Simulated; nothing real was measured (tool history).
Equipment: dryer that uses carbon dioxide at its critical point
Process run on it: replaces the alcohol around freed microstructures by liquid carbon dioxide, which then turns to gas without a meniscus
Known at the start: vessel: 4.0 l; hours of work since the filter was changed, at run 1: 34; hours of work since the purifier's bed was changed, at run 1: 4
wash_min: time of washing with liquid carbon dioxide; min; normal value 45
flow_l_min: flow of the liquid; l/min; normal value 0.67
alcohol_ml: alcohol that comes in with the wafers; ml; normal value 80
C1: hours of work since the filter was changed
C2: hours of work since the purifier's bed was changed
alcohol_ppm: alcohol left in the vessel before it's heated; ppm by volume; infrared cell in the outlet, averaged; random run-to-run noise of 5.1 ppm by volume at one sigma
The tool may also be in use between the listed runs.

run 1 hour=0 | wash_min=45 flow_l_min=0.67 alcohol_ml=80 | C1=34 C2=4 | alcohol_ppm=90
run 2 hour=11.5 | wash_min=38 flow_l_min=0.67 alcohol_ml=80 | C1=39 C2=9 | alcohol_ppm=199
run 3 hour=17.5 | wash_min=38 flow_l_min=0.67 alcohol_ml=80 | C1=42 C2=11 | alcohol_ppm=203
run 4 hour=31 | wash_min=38 flow_l_min=0.67 alcohol_ml=80 | C1=47 C2=17 | alcohol_ppm=205
run 5 hour=39.6 | wash_min=38 flow_l_min=0.67 alcohol_ml=80 | C1=51 C2=21 | alcohol_ppm=206
run 6 hour=47 | wash_min=45 flow_l_min=0.448 alcohol_ml=80 | C1=54 C2=24 | alcohol_ppm=524
run 7 hour=54.4 | wash_min=45 flow_l_min=0.67 alcohol_ml=24 | C1=57 C2=27 | alcohol_ppm=36
run 8 hour=65.9 | wash_min=45 flow_l_min=0.67 alcohol_ml=24 | C1=62 C2=32 | alcohol_ppm=49
run 9 hour=73.2 | wash_min=45 flow_l_min=0.67 alcohol_ml=65 | C1=65 C2=35 | alcohol_ppm=84
run 10 hour=82.2 | wash_min=45 flow_l_min=0.67 alcohol_ml=65 | C1=69 C2=39 | alcohol_ppm=91
run 11 hour=87.6 | wash_min=45 flow_l_min=0.67 alcohol_ml=80 | C1=71 C2=41 | alcohol_ppm=105
run 12 hour=100.6 | wash_min=45 flow_l_min=0.67 alcohol_ml=80 | C1=76 C2=46 | alcohol_ppm=104
run 13 hour=107.3 | wash_min=49 flow_l_min=0.67 alcohol_ml=80 | C1=79 C2=49 | alcohol_ppm=71
run 14 hour=115.1 | wash_min=49 flow_l_min=0.67 alcohol_ml=80 | C1=83 C2=52 | alcohol_ppm=77
run 15 hour=123 | wash_min=71 flow_l_min=0.429 alcohol_ml=89 | C1=86 C2=56 | alcohol_ppm=114
run 16 hour=136.1 | wash_min=56 flow_l_min=0.429 alcohol_ml=27 | C1=91 C2=61 | alcohol_ppm=122
run 17 hour=146.1 | wash_min=56 flow_l_min=0.429 alcohol_ml=27 | C1=96 C2=65 | alcohol_ppm=116
run 18 hour=152.6 | wash_min=36 flow_l_min=0.829 alcohol_ml=61 | C1=98 C2=68 | alcohol_ppm=102
run 19 hour=160.4 | wash_min=36 flow_l_min=0.95 alcohol_ml=61 | C1=102 C2=71 | alcohol_ppm=55
run 20 hour=172 | wash_min=45 flow_l_min=1.019 alcohol_ml=31 | C1=107 C2=76 | alcohol_ppm=25
run 21 hour=181.1 | wash_min=28 flow_l_min=0.67 alcohol_ml=35 | C1=110 C2=80 | alcohol_ppm=323
run 22 hour=187.3 | wash_min=52 flow_l_min=0.717 alcohol_ml=80 | C1=113 C2=83 | alcohol_ppm=54
run 23 hour=195.9 | wash_min=32 flow_l_min=0.598 alcohol_ml=80 | C1=117 C2=86 | alcohol_ppm=698
run 24 hour=206.5 | wash_min=32 flow_l_min=0.598 alcohol_ml=80 | C1=121 C2=91 | alcohol_ppm=680
run 25 hour=214.1 | wash_min=66 flow_l_min=0.686 alcohol_ml=46 | C1=124 C2=94 | alcohol_ppm=33
run 26 hour=220 | wash_min=66 flow_l_min=0.582 alcohol_ml=34 | C1=127 C2=96 | alcohol_ppm=42
run 27 hour=228 | wash_min=53 flow_l_min=1.027 alcohol_ml=21 | C1=130 C2=100 | alcohol_ppm=37
run 28 hour=239.2 | wash_min=53 flow_l_min=0.585 alcohol_ml=25 | C1=135 C2=105 | alcohol_ppm=58

Pick out some run-to-run changes in alcohol_ppm. Of each, how much would a tool without hidden state show as well, from the settings, what came in and chance, and how much is left for the hidden state and any gauge scatter not in both results compared?
Hidden state present: flow that reaches the vessel past the clogged filter, %; alcohol in the recycled carbon dioxide, ppm; drift of the gauge itself on alcohol_ppm, %.
Run 22 -> 23: wash_min 52 -> 32, flow_l_min 0.717 -> 0.598. alcohol_ppm +644 ppm by volume: hidden state +81, all else +563.
Run 24 -> 25: wash_min 32 -> 66, flow_l_min 0.598 -> 0.686, alcohol_ml 80 -> 46. alcohol_ppm -647 ppm by volume: hidden state -85, all else -562.
